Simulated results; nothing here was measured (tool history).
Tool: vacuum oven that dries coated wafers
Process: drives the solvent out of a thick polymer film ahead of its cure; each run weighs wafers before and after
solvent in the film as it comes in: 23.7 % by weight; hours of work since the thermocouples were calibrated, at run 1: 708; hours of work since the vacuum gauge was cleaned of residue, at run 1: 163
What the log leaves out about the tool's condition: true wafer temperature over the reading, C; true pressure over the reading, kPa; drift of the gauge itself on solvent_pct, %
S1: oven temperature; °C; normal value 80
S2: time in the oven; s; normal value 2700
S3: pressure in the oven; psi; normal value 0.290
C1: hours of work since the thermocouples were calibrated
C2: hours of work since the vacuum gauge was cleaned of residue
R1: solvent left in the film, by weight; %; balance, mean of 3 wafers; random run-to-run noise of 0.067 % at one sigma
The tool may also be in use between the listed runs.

run 1 hour=0.0 | S1=80 S2=2700 S3=0.290 | C1=708 C2=163 | R1=5.24
run 2 hour=101.1 | S1=80 S2=2700 S3=0.416 | C1=776 C2=231 | R1=6.38
run 3 hour=217.5 | S1=80 S2=2700 S3=0.416 | C1=855 C2=310 | R1=6.44
run 4 hour=319.2 | S1=80 S2=2700 S3=0.416 | C1=924 C2=379 | R1=6.60
run 5 hour=439.2 | S1=80 S2=2700 S3=0.416 | C1=1005 C2=460 | R1=6.59
run 6 hour=530.9 | S1=80 S2=2700 S3=0.416 | C1=1067 C2=522 | R1=6.86
run 7 hour=639.5 | S1=80 S2=2700 S3=0.255 | C1=1140 C2=596 | R1=5.42
run 8 hour=700.7 | S1=80 S2=2700 S3=0.255 | C1=1182 C2=637 | R1=5.42
run 9 hour=763.4 | S1=80 S2=2700 S3=0.255 | C1=1224 C2=679 | R1=5.62
-- hour=772.4 vacuum gauge cleaned of residue and calibrated
run 10 hour=816.1 | S1=80 S2=1620 S3=0.255 | C1=1259 C2=29 | R1=8.73
run 11 hour=875.3 | S1=80 S2=1620 S3=0.255 | C1=1299 C2=70 | R1=8.82
run 12 hour=942.3 | S1=80 S2=1620 S3=0.255 | C1=1344 C2=115 | R1=8.80
run 13 hour=1053.8 | S1=80 S2=2700 S3=0.305 | C1=1419 C2=190 | R1=6.42
-- hour=1117.1 oven's thermocouples calibrated
run 14 hour=1164.5 | S1=80 S2=2700 S3=0.305 | C1=32 C2=264 | R1=5.20
-- hour=1234.3 vacuum gauge cleaned of residue and calibrated, once more
run 15 hour=1247.0 | S1=80 S2=2700 S3=0.305 | C1=87 C2=9 | R1=4.84
run 16 hour=1369.3 | S1=80 S2=2700 S3=0.290 | C1=169 C2=91 | R1=4.97
run 17 hour=1439.9 | S1=80 S2=2700 S3=0.290 | C1=217 C2=139 | R1=5.03
run 18 hour=1494.3 | S1=73 S2=3180 S3=0.290 | C1=254 C2=176 | R1=7.70
run 19 hour=1606.9 | S1=70 S2=2880 S3=0.326 | C1=330 C2=252 | R1=10.83
run 20 hour=1721.7 | S1=79 S2=3060 S3=0.344 | C1=408 C2=330 | R1=5.59
run 21 hour=1775.5 | S1=87 S2=2400 S3=1.030 | C1=444 C2=366 | R1=8.36
run 22 hour=1868.8 | S1=87 S2=2400 S3=1.030 | C1=507 C2=429 | R1=8.34
run 23 hour=1965.0 | S1=87 S2=2400 S3=1.030 | C1=572 C2=494 | R1=8.69
run 24 hour=2036.9 | S1=86 S2=2280 S3=0.229 | C1=621 C2=543 | R1=3.30
run 25 hour=2108.3 | S1=86 S2=2220 S3=0.229 | C1=669 C2=591 | R1=3.58
run 26 hour=2197.7 | S1=86 S2=2220 S3=0.229 | C1=730 C2=651 | R1=3.39
run 27 hour=2262.6 | S1=76 S2=3900 S3=0.339 | C1=774 C2=695 | R1=6.60
run 28 hour=2345.5 | S1=76 S2=2700 S3=0.557 | C1=830 C2=751 | R1=10.46
run 29 hour=2467.9 | S1=66 S2=1560 S3=0.873 | C1=912 C2=834 | R1=20.77
run 30 hour=2552.6 | S1=80 S2=1980 S3=0.361 | C1=970 C2=891 | R1=8.27
run 31 hour=2633.8 | S1=80 S2=1980 S3=0.361 | C1=1025 C2=946 | R1=8.25
run 32 hour=2711.0 | S1=80 S2=1980 S3=0.361 | C1=1077 C2=999 | R1=8.48

Predict each of these 5 candidate next runs independently; none follows another, all start after run 32:
run A hour=2766.7 | S1=80 S2=1980 S3=0.487 | C1=1114 C2=1036 | R1=?
run B hour=2766.7 | S1=80 S2=4620 S3=0.602 | C1=1114 C2=1036 | R1=?
run C hour=2766.7 | S1=74 S2=1500 S3=0.518 | C1=1114 C2=1036 | R1=?
run D hour=2766.7 | S1=73 S2=3060 S3=0.885 | C1=1114 C2=1036 | R1=?
run E hour=2766.7 | S1=80 S2=2700 S3=0.160 | C1=1114 C2=1036 | R1=?

run=A R1=9.53
run=B R1=7.30
run=C R1=14.80
run=D R1=15.75
run=E R1=5.08
With no hidden state in the tool, these same runs would have given:
run=A R1=7.46
run=B R1=5.81
run=C R1=12.76
run=D R1=13.28
run=E R1=3.36

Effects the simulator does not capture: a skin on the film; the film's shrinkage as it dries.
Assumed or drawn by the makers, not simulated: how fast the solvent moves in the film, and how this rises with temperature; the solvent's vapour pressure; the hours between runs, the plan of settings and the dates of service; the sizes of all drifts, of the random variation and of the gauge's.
